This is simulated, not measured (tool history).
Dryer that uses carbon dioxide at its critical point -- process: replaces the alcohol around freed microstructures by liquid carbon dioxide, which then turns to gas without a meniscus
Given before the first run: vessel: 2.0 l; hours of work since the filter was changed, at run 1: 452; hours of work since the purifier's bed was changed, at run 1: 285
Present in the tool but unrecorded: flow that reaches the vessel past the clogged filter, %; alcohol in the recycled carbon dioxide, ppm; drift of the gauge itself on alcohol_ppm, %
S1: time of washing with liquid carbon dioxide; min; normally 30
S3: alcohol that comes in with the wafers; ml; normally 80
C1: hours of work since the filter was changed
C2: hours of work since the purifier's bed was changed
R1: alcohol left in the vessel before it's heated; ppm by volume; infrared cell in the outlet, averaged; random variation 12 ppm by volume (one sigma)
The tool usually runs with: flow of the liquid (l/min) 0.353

Run 1, hour 0: usual settings; C1 452; C2 285. Result: R1 1448 ppm by volume.
Run 2, hour 9.4: usual settings; C1 457; C2 289. Result: R1 1483 ppm by volume.
Run 3, hour 26.5: usual settings; C1 464; C2 297. Result: R1 1482 ppm by volume.
Run 4, hour 36.7: usual settings but flow of the liquid (l/min) 0.243; C1 469; C2 302. Result: R1 4102 ppm by volume.
Run 5, hour 53.8: usual settings but flow of the liquid (l/min) 0.243; C1 477; C2 310. Result: R1 4162 ppm by volume.
Run 6, hour 62.8: usual settings but flow of the liquid (l/min) 0.243; C1 481; C2 314. Result: R1 4140 ppm by volume.
Run 7, hour 72.8: usual settings but flow of the liquid (l/min) 0.474; C1 485; C2 318. Result: R1 548 ppm by volume.
Run 8, hour 80: usual settings but S3 72 ml; C1 488; C2 321. Result: R1 1411 ppm by volume.
Run 9, hour 87.7: usual settings; C1 492; C2 325. Result: R1 1553 ppm by volume.
Run 10, hour 96.4: usual settings; C1 496; C2 329. Result: R1 1567 ppm by volume.
Run 11, hour 111.1: usual settings; C1 502; C2 335. Result: R1 1608 ppm by volume.
Run 12, hour 122.2: usual settings but S3 36 ml; C1 507; C2 340. Result: R1 718 ppm by volume.
At hour 126.9: inlet filter changed.
Run 13, hour 136.7: usual settings but S3 36 ml; C1 4; C2 347. Result: R1 393 ppm by volume.
Run 14, hour 153.1: usual settings but S3 36 ml; C1 12; C2 354. Result: R1 393 ppm by volume.
Run 15, hour 163: usual settings but S1 24 min; C1 16; C2 358. Result: R1 1764 ppm by volume.
Run 16, hour 178.3: usual settings but S1 25 min; C1 23; C2 365. Result: R1 1589 ppm by volume.
Run 17, hour 195.3: usual settings but S1 25 min; C1 31; C2 373. Result: R1 1625 ppm by volume.
Run 18, hour 209.5: usual settings but S1 25 min; C1 37; C2 379. Result: R1 1566 ppm by volume.
Run 19, hour 223.2: usual settings; C1 44; C2 386. Result: R1 828 ppm by volume.
Run 20, hour 233.5: usual settings; C1 48; C2 390. Result: R1 890 ppm by volume.
Run 21, hour 242.1: usual settings but S3 43 ml; C1 52; C2 394. Result: R1 506 ppm by volume.
Run 22, hour 253.6: usual settings but S1 19 min, flow of the liquid (l/min) 0.58, S3 35 ml; C1 57; C2 399. Result: R1 378 ppm by volume.
Run 23, hour 270.1: usual settings but S1 47 min, flow of the liquid (l/min) 0.242, S3 35 ml; C1 65; C2 407. Result: R1 306 ppm by volume.
Run 24, hour 284.1: usual settings but S1 47 min, flow of the liquid (l/min) 0.304, S3 51 ml; C1 71; C2 413. Result: R1 181 ppm by volume.
Run 25, hour 295: usual settings but S1 21 min, flow of the liquid (l/min) 0.304, S3 54 ml; C1 76; C2 418. Result: R1 2620 ppm by volume.
Run 26, hour 302.6: usual settings but S1 27 min, flow of the liquid (l/min) 0.517, S3 32 ml; C1 79; C2 421. Result: R1 149 ppm by volume.
Run 27, hour 311.1: usual settings but S1 43 min, flow of the liquid (l/min) 0.487, S3 31 ml; C1 83; C2 425. Result: R1 59 ppm by volume.
Run 28, hour 326.5: usual settings but S1 43 min, flow of the liquid (l/min) 0.487, S3 89 ml; C1 90; C2 432. Result: R1 82 ppm by volume.
Run 29, hour 333.7: usual settings but S1 43 min, flow of the liquid (l/min) 0.487, S3 89 ml; C1 93; C2 436. Result: R1 80 ppm by volume.
Run 30, hour 348.9: usual settings but S3 93 ml; C1 100; C2 442. Result: R1 1080 ppm by volume.

Run 31, settings as shown, results not yet in. Your forecast:
Run 31, hour 363.9: usual settings but S3 93 ml; C1 107; C2 449. Result: R1 ?.

R1: 1060 ppm by volume
Take away the tool's hidden state, keep the run-to-run variation as it was, and the same run would have given R1 870 ppm by volume.

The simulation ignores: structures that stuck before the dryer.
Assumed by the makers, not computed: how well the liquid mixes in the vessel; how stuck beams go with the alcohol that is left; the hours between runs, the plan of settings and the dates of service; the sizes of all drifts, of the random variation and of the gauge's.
